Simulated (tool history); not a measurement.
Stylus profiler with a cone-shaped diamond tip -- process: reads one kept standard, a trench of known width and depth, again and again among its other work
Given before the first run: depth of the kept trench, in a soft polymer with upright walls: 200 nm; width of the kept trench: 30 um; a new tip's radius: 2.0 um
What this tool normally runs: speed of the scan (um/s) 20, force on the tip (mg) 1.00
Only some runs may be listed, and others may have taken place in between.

run	day	speed of the scan (um/s)	force on the tip (mg)	depth of the trench (nm)	width of the trench's floor (um)
1	0.000	20	1.00	201.61	28.08
2	0.783	20	1.00	201.70	28.09
3	1.929	20	1.00	201.67	28.08
4	3.412	26	1.00	201.67	28.00
5	4.500	26	1.00	201.65	27.96
6	6.025	20	1.00	201.74	27.97
7	7.217	20	1.00	201.70	27.97
8	8.667	20	0.65	201.29	27.89
9	10.421	20	0.65	201.30	27.91
10	11.142	20	0.65	201.30	27.89
11	12.850	8	0.65	201.28	27.90
12	13.975	8	0.65	201.33	27.83
13	15.088	20	1.00	201.78	27.83
14	16.150	5	1.00	201.78	27.82
15	17.717	20	0.54	201.24	27.69
16	18.575	20	0.54	201.27	27.71
17	19.908	20	0.54	201.26	27.65
# day 20.067: height scale calibrated on a step standard
18	21.162	20	0.54	201.32	27.62
19	22.267	20	1.00	201.87	27.67
20	23.879	20	1.00	201.92	27.58
21	24.929	63	1.29	202.24	27.47
22	26.633	63	1.29	202.19	27.46
23	27.804	69	0.37	201.16	27.18
# day 27.971: height scale calibrated on a step standard, once more
24	29.367	69	0.37	200.81	27.27
25	30.171	69	0.37	200.85	27.18
26	31.329	8	1.34	202.08	27.53
27	32.888	10	0.42	200.96	27.47
28	34.504	10	0.42	201.01	27.44
29	35.508	10	0.42	201.00	27.45
30	36.696	10	0.42	201.01	27.41
31	38.146	28	0.73	201.43	27.28
32	39.654	6	0.73	201.48	27.41
33	40.850	6	0.73	201.44	27.37
34	41.858	68	0.91	201.62	27.08
35	43.092	7	1.57	202.31	27.36
36	44.608	28	1.38	202.20	27.28
37	45.742	28	1.38	202.21	27.27
38	46.975	28	1.38	202.21	27.23
39	48.496	7	0.92	201.69	27.24
40	50.208	5	1.33	202.17	27.29

What if the next run were any one of these 4? Each begins from the tool's condition after run 40:
A	51.658	54	1.61	?	?
B	51.658	54	0.56	?	?
C	51.658	17	1.00	?	?
D	51.658	6	1.33	?	?

run	depth of the trench (nm)	width of the trench's floor (um)
A	202.47	27.03
B	201.39	26.96
C	201.79	27.14
D	202.19	27.15
The same runs, with their run-to-run variation unchanged, on a tool lacking any hidden condition would have given:
run	depth of the trench (nm)	width of the trench's floor (um)
A	202.28	28.06
B	201.20	27.99
C	201.60	28.17
D	202.00	28.17
